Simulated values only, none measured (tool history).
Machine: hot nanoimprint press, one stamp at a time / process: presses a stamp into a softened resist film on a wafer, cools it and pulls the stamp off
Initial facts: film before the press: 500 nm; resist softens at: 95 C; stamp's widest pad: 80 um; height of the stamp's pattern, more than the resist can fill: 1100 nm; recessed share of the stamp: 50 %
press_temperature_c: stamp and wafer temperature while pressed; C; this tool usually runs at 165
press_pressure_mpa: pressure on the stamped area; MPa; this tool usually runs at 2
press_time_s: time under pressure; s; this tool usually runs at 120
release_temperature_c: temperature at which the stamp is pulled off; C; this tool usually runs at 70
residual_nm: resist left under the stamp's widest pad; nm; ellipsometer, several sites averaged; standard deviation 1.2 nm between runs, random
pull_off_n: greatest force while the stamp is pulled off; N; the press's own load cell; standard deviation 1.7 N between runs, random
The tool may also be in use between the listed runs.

run 1 hour=0 | press_temperature_c=165 press_pressure_mpa=2 press_time_s=120 release_temperature_c=70 | residual_nm=226.7 pull_off_n=103
run 2 hour=49.4 | press_temperature_c=165 press_pressure_mpa=2 press_time_s=120 release_temperature_c=70 | residual_nm=226 pull_off_n=106
run 3 hour=85 | press_temperature_c=165 press_pressure_mpa=2 press_time_s=192 release_temperature_c=70 | residual_nm=186.7 pull_off_n=100
run 4 hour=129.2 | press_temperature_c=165 press_pressure_mpa=2 press_time_s=192 release_temperature_c=70 | residual_nm=187.6 pull_off_n=100
run 5 hour=161.3 | press_temperature_c=165 press_pressure_mpa=2 press_time_s=192 release_temperature_c=70 | residual_nm=189 pull_off_n=101
run 6 hour=217.6 | press_temperature_c=165 press_pressure_mpa=2 press_time_s=192 release_temperature_c=70 | residual_nm=187.1 pull_off_n=102
run 7 hour=283.4 | press_temperature_c=165 press_pressure_mpa=3.04 press_time_s=120 release_temperature_c=70 | residual_nm=185.5 pull_off_n=102
run 8 hour=325 | press_temperature_c=165 press_pressure_mpa=2 press_time_s=120 release_temperature_c=71 | residual_nm=227.8 pull_off_n=101
run 9 hour=370.8 | press_temperature_c=165 press_pressure_mpa=2 press_time_s=120 release_temperature_c=71 | residual_nm=227.4 pull_off_n=100
run 10 hour=430.1 | press_temperature_c=165 press_pressure_mpa=2 press_time_s=97 release_temperature_c=71 | residual_nm=244.8 pull_off_n=99
run 11 hour=464.8 | press_temperature_c=165 press_pressure_mpa=2 press_time_s=97 release_temperature_c=71 | residual_nm=247.4 pull_off_n=99
run 12 hour=503.2 | press_temperature_c=165 press_pressure_mpa=2 press_time_s=97 release_temperature_c=71 | residual_nm=245.3 pull_off_n=99
run 13 hour=546.2 | press_temperature_c=165 press_pressure_mpa=2 press_time_s=98 release_temperature_c=70 | residual_nm=242.2 pull_off_n=102
run 14 hour=614.5 | press_temperature_c=165 press_pressure_mpa=2 press_time_s=120 release_temperature_c=78 | residual_nm=226.3 pull_off_n=91
run 15 hour=673.9 | press_temperature_c=165 press_pressure_mpa=2 press_time_s=120 release_temperature_c=78 | residual_nm=227.5 pull_off_n=91
-- hour=694.3 plate thermocouple calibrated
run 16 hour=707.3 | press_temperature_c=165 press_pressure_mpa=2 press_time_s=120 release_temperature_c=78 | residual_nm=228.5 pull_off_n=91
run 17 hour=736 | press_temperature_c=159 press_pressure_mpa=1.44 press_time_s=125 release_temperature_c=70 | residual_nm=319.2 pull_off_n=103
run 18 hour=797.8 | press_temperature_c=165 press_pressure_mpa=2 press_time_s=62 release_temperature_c=77 | residual_nm=286.2 pull_off_n=92
run 19 hour=861.9 | press_temperature_c=165 press_pressure_mpa=1.88 press_time_s=62 release_temperature_c=70 | residual_nm=298.2 pull_off_n=101
run 20 hour=900.2 | press_temperature_c=161 press_pressure_mpa=1.88 press_time_s=105 release_temperature_c=70 | residual_nm=290.2 pull_off_n=102
run 21 hour=938.3 | press_temperature_c=161 press_pressure_mpa=1.88 press_time_s=105 release_temperature_c=70 | residual_nm=288.4 pull_off_n=102
run 22 hour=966.9 | press_temperature_c=161 press_pressure_mpa=1.88 press_time_s=105 release_temperature_c=70 | residual_nm=287.7 pull_off_n=103
run 23 hour=1012.7 | press_temperature_c=169 press_pressure_mpa=2 press_time_s=120 release_temperature_c=66 | residual_nm=192.3 pull_off_n=109
run 24 hour=1075.8 | press_temperature_c=169 press_pressure_mpa=2 press_time_s=120 release_temperature_c=66 | residual_nm=195.5 pull_off_n=110
run 25 hour=1104 | press_temperature_c=168 press_pressure_mpa=2.89 press_time_s=120 release_temperature_c=70 | residual_nm=169.8 pull_off_n=102
-- hour=1149.6 stamp cleaned and given a new release coat
run 26 hour=1151 | press_temperature_c=168 press_pressure_mpa=2.89 press_time_s=120 release_temperature_c=59 | residual_nm=168.9 pull_off_n=114
run 27 hour=1185.3 | press_temperature_c=175 press_pressure_mpa=2 press_time_s=165 release_temperature_c=70 | residual_nm=133 pull_off_n=103
run 28 hour=1251.5 | press_temperature_c=165 press_pressure_mpa=2 press_time_s=120 release_temperature_c=67 | residual_nm=229.2 pull_off_n=106
run 29 hour=1303.9 | press_temperature_c=165 press_pressure_mpa=2 press_time_s=120 release_temperature_c=67 | residual_nm=228.6 pull_off_n=107
run 30 hour=1359.7 | press_temperature_c=177 press_pressure_mpa=2.78 press_time_s=167 release_temperature_c=56 | residual_nm=102.1 pull_off_n=119

4 ways to go on from here, each from the tool as it stands after run 30. What would each give?
run A hour=1426 | press_temperature_c=155 press_pressure_mpa=1.56 press_time_s=120 release_temperature_c=60 | residual_nm=? pull_off_n=?
run B hour=1426 | press_temperature_c=154 press_pressure_mpa=1.88 press_time_s=155 release_temperature_c=70 | residual_nm=? pull_off_n=?
run C hour=1426 | press_temperature_c=166 press_pressure_mpa=1.96 press_time_s=120 release_temperature_c=70 | residual_nm=? pull_off_n=?
run D hour=1426 | press_temperature_c=170 press_pressure_mpa=2 press_time_s=148 release_temperature_c=76 | residual_nm=? pull_off_n=?

run=A residual_nm=367.1 pull_off_n=114
run=B residual_nm=333.2 pull_off_n=103
run=C residual_nm=223.8 pull_off_n=102
run=D residual_nm=171.8 pull_off_n=91
With no hidden state in the tool, these same runs would have given:
run=A residual_nm=360.7 pull_off_n=113
run=B residual_nm=327.5 pull_off_n=102
run=C residual_nm=220.1 pull_off_n=101
run=D residual_nm=168.9 pull_off_n=91

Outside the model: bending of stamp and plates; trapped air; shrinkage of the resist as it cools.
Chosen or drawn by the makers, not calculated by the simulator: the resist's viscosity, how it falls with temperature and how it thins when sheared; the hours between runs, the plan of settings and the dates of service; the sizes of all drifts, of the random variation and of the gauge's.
